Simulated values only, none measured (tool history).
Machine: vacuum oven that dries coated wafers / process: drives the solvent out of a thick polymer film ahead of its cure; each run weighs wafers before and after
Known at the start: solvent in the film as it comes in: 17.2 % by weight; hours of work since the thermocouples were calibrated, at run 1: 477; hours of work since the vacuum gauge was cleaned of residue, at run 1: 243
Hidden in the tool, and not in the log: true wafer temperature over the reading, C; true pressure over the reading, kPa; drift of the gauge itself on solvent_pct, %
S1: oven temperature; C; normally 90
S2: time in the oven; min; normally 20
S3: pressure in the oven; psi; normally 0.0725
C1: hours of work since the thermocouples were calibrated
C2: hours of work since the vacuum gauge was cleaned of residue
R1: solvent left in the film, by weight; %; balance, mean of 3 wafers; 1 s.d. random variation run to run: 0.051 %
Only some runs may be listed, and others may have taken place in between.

run 1 hour=0.0 | S1=90 S2=20 S3=0.0725 | C1=477 C2=243 | R1=1.19
run 2 hour=10.6 | S1=90 S2=20 S3=0.0725 | C1=484 C2=250 | R1=1.14
run 3 hour=17.4 | S1=90 S2=20 S3=0.0725 | C1=488 C2=254 | R1=1.02
run 4 hour=23.0 | S1=90 S2=20 S3=0.0725 | C1=492 C2=258 | R1=1.18
run 5 hour=35.3 | S1=90 S2=26 S3=0.0725 | C1=500 C2=266 | R1=0.70
run 6 hour=46.0 | S1=90 S2=26 S3=0.0725 | C1=507 C2=273 | R1=0.66
run 7 hour=57.8 | S1=90 S2=26 S3=0.0725 | C1=515 C2=280 | R1=0.72
run 8 hour=63.7 | S1=90 S2=20 S3=0.0725 | C1=519 C2=284 | R1=1.16
run 9 hour=72.0 | S1=90 S2=20 S3=0.0725 | C1=524 C2=290 | R1=1.17
run 10 hour=77.7 | S1=90 S2=20 S3=0.0725 | C1=528 C2=293 | R1=1.24
run 11 hour=84.9 | S1=90 S2=20 S3=0.0725 | C1=532 C2=298 | R1=1.17
run 12 hour=91.5 | S1=90 S2=20 S3=0.0654 | C1=537 C2=302 | R1=1.12
run 13 hour=100.2 | S1=90 S2=20 S3=0.0654 | C1=542 C2=308 | R1=1.07
run 14 hour=107.2 | S1=90 S2=12 S3=0.0654 | C1=547 C2=313 | R1=2.93
run 15 hour=116.6 | S1=90 S2=12 S3=0.0654 | C1=553 C2=319 | R1=2.93
run 16 hour=128.3 | S1=90 S2=12 S3=0.0654 | C1=560 C2=326 | R1=2.88
run 17 hour=139.6 | S1=90 S2=12 S3=0.0654 | C1=568 C2=333 | R1=2.84
run 18 hour=149.3 | S1=99 S2=12 S3=0.0654 | C1=574 C2=340 | R1=1.31
run 19 hour=158.0 | S1=99 S2=12 S3=0.0654 | C1=580 C2=345 | R1=1.25
run 20 hour=168.4 | S1=81 S2=20 S3=0.0725 | C1=586 C2=352 | R1=2.74
run 21 hour=180.4 | S1=90 S2=35 S3=0.0725 | C1=594 C2=360 | R1=0.49
run 22 hour=190.5 | S1=90 S2=35 S3=0.2627 | C1=601 C2=366 | R1=1.10
run 23 hour=202.5 | S1=90 S2=35 S3=0.1017 | C1=609 C2=374 | R1=0.47
run 24 hour=210.7 | S1=90 S2=35 S3=0.1017 | C1=614 C2=380 | R1=0.51
run 25 hour=221.9 | S1=88 S2=16 S3=0.0571 | C1=621 C2=387 | R1=2.04
run 26 hour=230.9 | S1=79 S2=26 S3=0.2880 | C1=627 C2=393 | R1=3.33
run 27 hour=241.9 | S1=79 S2=26 S3=0.2880 | C1=634 C2=400 | R1=3.20
run 28 hour=247.8 | S1=90 S2=29 S3=0.0725 | C1=638 C2=404 | R1=0.61
run 29 hour=255.6 | S1=95 S2=12 S3=0.1846 | C1=643 C2=409 | R1=2.15
run 30 hour=265.8 | S1=77 S2=20 S3=0.2487 | C1=650 C2=415 | R1=4.65
run 31 hour=271.5 | S1=78 S2=20 S3=0.0725 | C1=653 C2=419 | R1=3.46
run 32 hour=281.9 | S1=99 S2=20 S3=0.0725 | C1=660 C2=426 | R1=0.34
run 33 hour=290.1 | S1=98 S2=20 S3=0.1389 | C1=665 C2=431 | R1=0.56
run 34 hour=299.4 | S1=98 S2=20 S3=0.1389 | C1=671 C2=437 | R1=0.61
run 35 hour=306.2 | S1=90 S2=26 S3=0.0377 | C1=676 C2=442 | R1=0.58
run 36 hour=316.9 | S1=102 S2=20 S3=0.0415 | C1=683 C2=449 | R1=0.25
run 37 hour=326.0 | S1=90 S2=20 S3=0.0648 | C1=689 C2=454 | R1=1.22
run 38 hour=337.5 | S1=90 S2=20 S3=0.0648 | C1=696 C2=462 | R1=1.12

What would each run have given without the hidden state, its run-to-run variation left as it was?
run=1 R1=1.22
run=2 R1=1.17
run=3 R1=1.05
run=4 R1=1.21
run=5 R1=0.70
run=6 R1=0.66
run=7 R1=0.71
run=8 R1=1.19
run=9 R1=1.20
run=10 R1=1.27
run=11 R1=1.20
run=12 R1=1.15
run=13 R1=1.10
run=14 R1=3.03
run=15 R1=3.04
run=16 R1=2.99
run=17 R1=2.95
run=18 R1=1.36
run=19 R1=1.30
run=20 R1=2.82
run=21 R1=0.44
run=22 R1=1.08
run=23 R1=0.43
run=24 R1=0.47
run=25 R1=2.12
run=26 R1=3.41
run=27 R1=3.28
run=28 R1=0.58
run=29 R1=2.24
run=30 R1=4.77
run=31 R1=3.56
run=32 R1=0.32
run=33 R1=0.55
run=34 R1=0.60
run=35 R1=0.56
run=36 R1=0.22
run=37 R1=1.25
run=38 R1=1.15

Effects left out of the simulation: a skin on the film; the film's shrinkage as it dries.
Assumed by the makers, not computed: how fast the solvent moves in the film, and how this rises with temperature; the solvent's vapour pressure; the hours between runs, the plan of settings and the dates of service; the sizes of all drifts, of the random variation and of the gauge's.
